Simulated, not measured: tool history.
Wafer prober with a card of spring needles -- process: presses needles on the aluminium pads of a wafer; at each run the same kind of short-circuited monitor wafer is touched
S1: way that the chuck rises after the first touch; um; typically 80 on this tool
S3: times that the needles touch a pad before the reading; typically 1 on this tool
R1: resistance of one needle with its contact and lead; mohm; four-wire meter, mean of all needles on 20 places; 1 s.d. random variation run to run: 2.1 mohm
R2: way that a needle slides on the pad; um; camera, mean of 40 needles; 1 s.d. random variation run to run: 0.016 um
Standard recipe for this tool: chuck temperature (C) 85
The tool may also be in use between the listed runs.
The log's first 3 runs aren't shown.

-- day=3.812 tips cleaned on abrasive film
-- day=4.742 tips cleaned on abrasive film
run 4 day=5.071 | S1=80 chuck_temperature_(C)=34 S3=1 | R1=274 R2=17.76
-- day=5.788 tips cleaned on abrasive film
-- day=6.788 tips cleaned on abrasive film
run 5 day=6.925 | S1=78 chuck_temperature_(C)=34 S3=1 | R1=261 R2=17.3
-- day=7.742 tips cleaned on abrasive film
run 6 day=8.517 | S1=80 chuck_temperature_(C)=85 S3=3 | R1=250 R2=17.7
-- day=8.658 tips cleaned on abrasive film
run 7 day=9.483 | S1=80 chuck_temperature_(C)=85 S3=3 | R1=256 R2=17.7
-- day=9.646 tips cleaned on abrasive film
run 8 day=10.529 | S1=80 chuck_temperature_(C)=85 S3=3 | R1=254 R2=17.72
-- day=10.742 tips cleaned on abrasive film
-- day=11.717 tips cleaned on abrasive film
run 9 day=12.45 | S1=80 chuck_temperature_(C)=85 S3=3 | R1=252 R2=17.65
-- day=12.692 tips cleaned on abrasive film
-- day=13.625 tips cleaned on abrasive film
-- day=14.538 tips cleaned on abrasive film
run 10 day=14.721 | S1=80 chuck_temperature_(C)=85 S3=3 | R1=242 R2=17.67
-- day=15.538 tips cleaned on abrasive film
run 11 day=15.821 | S1=80 chuck_temperature_(C)=85 S3=3 | R1=246 R2=17.61
-- day=16.496 tips cleaned on abrasive film
run 12 day=17.042 | S1=80 chuck_temperature_(C)=85 S3=3 | R1=251 R2=17.64
-- day=17.458 tips cleaned on abrasive film
-- day=18.375 tips cleaned on abrasive film
run 13 day=18.375 | S1=80 chuck_temperature_(C)=77 S3=1 | R1=228 R2=17.59
-- day=18.692 height of the first contact set anew
-- day=19.317 tips cleaned on abrasive film
run 14 day=19.629 | S1=80 chuck_temperature_(C)=77 S3=1 | R1=279 R2=17.79
-- day=20.304 tips cleaned on abrasive film
-- day=21.296 tips cleaned on abrasive film
run 15 day=21.312 | S1=80 chuck_temperature_(C)=77 S3=1 | R1=238 R2=17.77
-- day=22.321 tips cleaned on abrasive film
run 16 day=22.338 | S1=80 chuck_temperature_(C)=85 S3=1 | R1=241 R2=17.76
-- day=23.358 tips cleaned on abrasive film
-- day=24.333 tips cleaned on abrasive film
run 17 day=24.388 | S1=96 chuck_temperature_(C)=117 S3=2 | R1=239 R2=21.29
-- day=25.371 tips cleaned on abrasive film
run 18 day=26.05 | S1=76 chuck_temperature_(C)=38 S3=2 | R1=269 R2=16.84
-- day=26.388 tips cleaned on abrasive film
-- day=27.371 tips cleaned on abrasive film
run 19 day=28.008 | S1=80 chuck_temperature_(C)=54 S3=1 | R1=298 R2=17.67
-- day=28.325 tips cleaned on abrasive film
-- day=29.383 tips cleaned on abrasive film
run 20 day=30.242 | S1=72 chuck_temperature_(C)=123 S3=2 | R1=287 R2=15.89
-- day=30.404 tips cleaned on abrasive film
-- day=31.408 tips cleaned on abrasive film
run 21 day=31.7 | S1=70 chuck_temperature_(C)=77 S3=1 | R1=296 R2=15.41
-- day=32.346 tips cleaned on abrasive film
-- day=33.325 tips cleaned on abrasive film
run 22 day=33.621 | S1=70 chuck_temperature_(C)=77 S3=1 | R1=291 R2=15.39
-- day=34.408 tips cleaned on abrasive film
-- day=35.333 tips cleaned on abrasive film
run 23 day=35.333 | S1=80 chuck_temperature_(C)=54 S3=1 | R1=225 R2=17.6
-- day=36.404 tips cleaned on abrasive film
run 24 day=36.779 | S1=80 chuck_temperature_(C)=85 S3=3 | R1=253 R2=17.58
-- day=37.162 height of the first contact set anew
-- day=37.375 tips cleaned on abrasive film
run 25 day=37.746 | S1=80 chuck_temperature_(C)=85 S3=3 | R1=251 R2=17.78
-- day=38.358 tips cleaned on abrasive film
-- day=39.367 tips cleaned on abrasive film
run 26 day=39.367 | S1=90 chuck_temperature_(C)=85 S3=1 | R1=231 R2=20.02

Forecast run 27:
-- day=40.446 tips cleaned on abrasive film
run 27 day=40.542 | S1=79 chuck_temperature_(C)=85 S3=2 | R1=? R2=?

Run 27 produced R1 241 mohm, R2 17.54 um.
On a tool with no hidden condition, and with the same random variation, this run would have come out at R1 223 mohm, R2 17.59 um.
